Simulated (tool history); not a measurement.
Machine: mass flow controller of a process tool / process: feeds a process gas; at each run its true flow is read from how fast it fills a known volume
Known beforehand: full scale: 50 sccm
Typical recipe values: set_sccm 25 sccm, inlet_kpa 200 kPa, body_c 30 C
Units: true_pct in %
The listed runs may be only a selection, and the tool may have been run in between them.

run	hour	set_sccm	inlet_kpa	body_c	true_pct
1	0	25	200	30	99.76
2	79.8	25	200	30	99.68
3	231.4	25	200	35	100.02
4	351.4	25	200	30	99.45
5	482.1	25	227	30	99.47
6	575.5	25	142	30	99.16
7	726.2	25	142	30	98.97
8	863.7	25	142	30	98.9
9	934.2	25	142	30	98.89
10	1036.4	25	200	30	99.04
11	1179.6	25	200	30	99.08
12	1312.5	25	272	30	99.23
13	1382.3	25	272	30	99.14
14	1449.5	25	272	30	99.03
15	1596.1	11	268	21	97.78
16	1676.5	11	268	21	97.58
17	1792.3	14	230	23	97.69
18	1860	14	217	36	98.92
19	1977.3	14	147	36	98.44
20	2121.1	14	144	36	98.41
21	2248.2	25	179	25	97.74
22	2383	25	179	25	97.57
23	2489	25	179	39	98.87
24	2590.2	25	179	39	98.9
25	2701.2	25	179	39	98.77
26	2793.2	25	179	39	98.71
27	2875.1	36	186	29	98.01
28	2962	36	186	29	98.04

Some steps in true_pct between neighbouring runs. How much of each would the tool show without its hidden state too (settings, what came in, random variation), and how much is left for the hidden state, with any gauge scatter that isn't in both results?
The tool's hidden condition here consists of: flow at rest that the sensor doesn't see, % of full scale; true flow over the shown one, %; drift of the gauge itself on true_pct, %.
Run 2 -> 3: body_c 30 -> 35. true_pct +0.34 %: hidden state -0.1, all else +0.44.
Run 7 -> 8: no setting touched and nothing written in the log between the runs. true_pct -0.07 %: hidden state -0.1, all else +0.03.
Run 14 -> 15: set_sccm 25 -> 11, inlet_kpa 272 -> 268, body_c 30 -> 21. true_pct -1.25 %: hidden state -0.08, all else -1.17.
Run 22 -> 23: body_c 25 -> 39. true_pct +1.3 %: hidden state -0.09, all else +1.39.
